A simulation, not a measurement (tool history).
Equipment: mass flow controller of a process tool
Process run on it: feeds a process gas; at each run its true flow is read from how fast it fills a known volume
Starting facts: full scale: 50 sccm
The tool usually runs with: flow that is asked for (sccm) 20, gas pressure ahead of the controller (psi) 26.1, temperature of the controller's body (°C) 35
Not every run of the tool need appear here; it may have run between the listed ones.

| run | hour | flow that is asked for (sccm) | gas pressure ahead of the controller (psi) | temperature of the controller's body (°C) | true flow (%) |
|---|---|---|---|---|---|
| 1 | 0.0 | 20 | 26.1 | 35 | 98.44 |
| 2 | 63.9 | 20 | 26.1 | 35 | 98.46 |
| 3 | 117.7 | 20 | 26.1 | 22 | 99.18 |
| 4 | 205.5 | 20 | 26.1 | 22 | 99.28 |
| 5 | 247.9 | 27 | 26.1 | 35 | 98.71 |
| 6 | 326.5 | 27 | 26.1 | 35 | 98.72 |
| 7 | 419.0 | 27 | 26.1 | 35 | 98.88 |
| 8 | 485.2 | 27 | 26.1 | 35 | 98.61 |
| 9 | 541.4 | 27 | 26.1 | 35 | 98.88 |
| 10 | 640.7 | 20 | 26.1 | 35 | 98.52 |
| 11 | 723.2 | 20 | 26.1 | 35 | 98.62 |
| 12 | 800.7 | 20 | 26.1 | 35 | 98.53 |
| 13 | 879.9 | 21 | 23.4 | 26 | 98.98 |
| 14 | 952.5 | 10 | 23.4 | 26 | 98.83 |
|  | 958.6 | controller's zero set anew |
| 15 | 1045.9 | 20 | 37.6 | 35 | 99.21 |
| 16 | 1096.1 | 11 | 25.4 | 32 | 98.72 |
|  | 1111.1 | controller's zero set anew, once more |
| 17 | 1196.5 | 11 | 25.4 | 32 | 98.26 |
| 18 | 1283.7 | 20 | 39.6 | 26 | 99.61 |
| 19 | 1339.4 | 22 | 20.6 | 35 | 98.36 |
| 20 | 1427.3 | 22 | 20.6 | 35 | 98.29 |
| 21 | 1498.3 | 5 | 26.1 | 22 | 98.72 |
| 22 | 1572.5 | 6 | 37.0 | 21 | 99.41 |

What if the next run were any one of these 4? Each begins from the tool's condition after run 22:
| A | 1642.0 | 6 | 38.6 | 25 | ? |
| B | 1642.0 | 6 | 26.4 | 29 | ? |
| C | 1642.0 | 23 | 36.5 | 22 | ? |
| D | 1642.0 | 6 | 37.9 | 21 | ? |

| run | true flow (%) |
|---|---|
| A | 99.02 |
| B | 98.29 |
| C | 99.76 |
| D | 99.24 |
The same runs, with their run-to-run variation unchanged, on a tool lacking any hidden condition would have given:
| run | true flow (%) |
|---|---|
| A | 98.63 |
| B | 97.90 |
| C | 99.44 |
| D | 98.85 |

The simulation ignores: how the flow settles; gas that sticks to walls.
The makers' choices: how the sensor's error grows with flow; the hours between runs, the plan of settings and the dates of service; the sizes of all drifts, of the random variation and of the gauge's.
